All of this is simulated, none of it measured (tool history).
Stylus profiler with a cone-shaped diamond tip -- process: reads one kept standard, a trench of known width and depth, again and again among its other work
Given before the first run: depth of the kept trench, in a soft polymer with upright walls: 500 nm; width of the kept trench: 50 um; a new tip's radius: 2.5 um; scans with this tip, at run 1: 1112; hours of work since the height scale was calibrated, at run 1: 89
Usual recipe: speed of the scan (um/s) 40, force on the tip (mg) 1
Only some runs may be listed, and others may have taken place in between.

| run | hour | speed of the scan (um/s) | force on the tip (mg) | scans with this tip | hours of work since the height scale was calibrated | depth of the trench (Å) | width of the trench's floor (µm) |
|---|---|---|---|---|---|---|---|
| 1 | 0 | 40 | 1 | 1112 | 89 | 5030.7 | 46.54 |
| 2 | 17.5 | 40 | 1 | 1276 | 102 | 5028.2 | 46.48 |
| 3 | 36.7 | 40 | 1 | 1454 | 116 | 5028.5 | 46.52 |
| 4 | 57.5 | 40 | 1 | 1649 | 132 | 5030.8 | 46.48 |
| 5 | 70.1 | 40 | 1 | 1767 | 141 | 5028.7 | 46.45 |
| 6 | 90 | 40 | 1 | 1953 | 156 | 5029 | 46.47 |
| 7 | 100 | 40 | 1 | 2046 | 164 | 5030.1 | 46.51 |
| 8 | 112.2 | 73 | 1 | 2161 | 173 | 5031 | 46.2 |
| 9 | 123.5 | 73 | 1 | 2266 | 181 | 5029.8 | 46.11 |
| 10 | 140.6 | 73 | 1 | 2426 | 194 | 5028.7 | 46.14 |
| 11 | 152 | 73 | 1 | 2533 | 202 | 5031 | 46.05 |
| 12 | 164.2 | 73 | 1 | 2647 | 212 | 5029.9 | 46.07 |
| 13 | 183.9 | 73 | 1 | 2831 | 226 | 5031 | 46.07 |
| 14 | 195.4 | 73 | 1 | 2938 | 235 | 5031.9 | 46.09 |
| 15 | 210.9 | 73 | 1 | 3083 | 246 | 5030.5 | 46.06 |
| 16 | 227.4 | 73 | 1 | 3237 | 259 | 5031.2 | 46.01 |
| 17 | 241.3 | 40 | 2.66 | 3367 | 269 | 5059.6 | 46.49 |
| 18 | 263.3 | 40 | 2.66 | 3573 | 286 | 5058.9 | 46.43 |
| 19 | 277.8 | 40 | 2.66 | 3708 | 296 | 5057.9 | 46.45 |
| 20 | 293 | 40 | 2.66 | 3851 | 308 | 5058.2 | 46.39 |
| 21 | 314.3 | 40 | 2.66 | 4049 | 324 | 5059.3 | 46.42 |
| 22 | 325.2 | 40 | 2.66 | 4151 | 332 | 5059.4 | 46.4 |
| 23 | 342.7 | 40 | 2.66 | 4315 | 345 | 5059.8 | 46.42 |
| 24 | 352.6 | 13 | 2.66 | 4408 | 352 | 5059.9 | 46.58 |
| 25 | 373.8 | 10 | 0.62 | 4605 | 368 | 5024.4 | 46.46 |
| 26 | 389.5 | 96 | 0.49 | 4753 | 380 | 5021.6 | 45.34 |
| 27 | 412.3 | 96 | 0.97 | 4966 | 397 | 5032.9 | 45.61 |
| 28 | 432.6 | 36 | 0.83 | 5155 | 412 | 5029.6 | 46.17 |
| 29 | 454.3 | 26 | 0.56 | 5358 | 428 | 5024.6 | 46.24 |
| 30 | 467.4 | 40 | 0.78 | 5481 | 438 | 5029.8 | 46.1 |
| 31 | 486.8 | 16 | 1.51 | 5662 | 453 | 5043.3 | 46.45 |
| 32 | 496 | 17 | 1.43 | 5748 | 459 | 5041.3 | 46.39 |
| 33 | 518.7 | 61 | 2.26 | 5960 | 476 | 5054.9 | 46.11 |
| 34 | 537.4 | 61 | 2.26 | 6135 | 490 | 5055 | 46.08 |
| 35 | 550.2 | 61 | 0.43 | 6254 | 500 | 5021.1 | 45.6 |
| 36 | 569.3 | 11 | 0.52 | 6433 | 514 | 5024.3 | 46.29 |
| 37 | 589.9 | 13 | 2.95 | 6625 | 530 | 5066.8 | 46.37 |

The next listed run, before its measurement:
| 38 | 605.5 | 40 | 2.31 | 6771 | 541 | ? | ? |

depth of the trench (Å): 5057
width of the trench's floor (µm): 46.16
On a tool with no hidden condition, and with the same random variation, this run would have come out at depth of the trench (Å) 5052.3, width of the trench's floor (µm) 46.74.
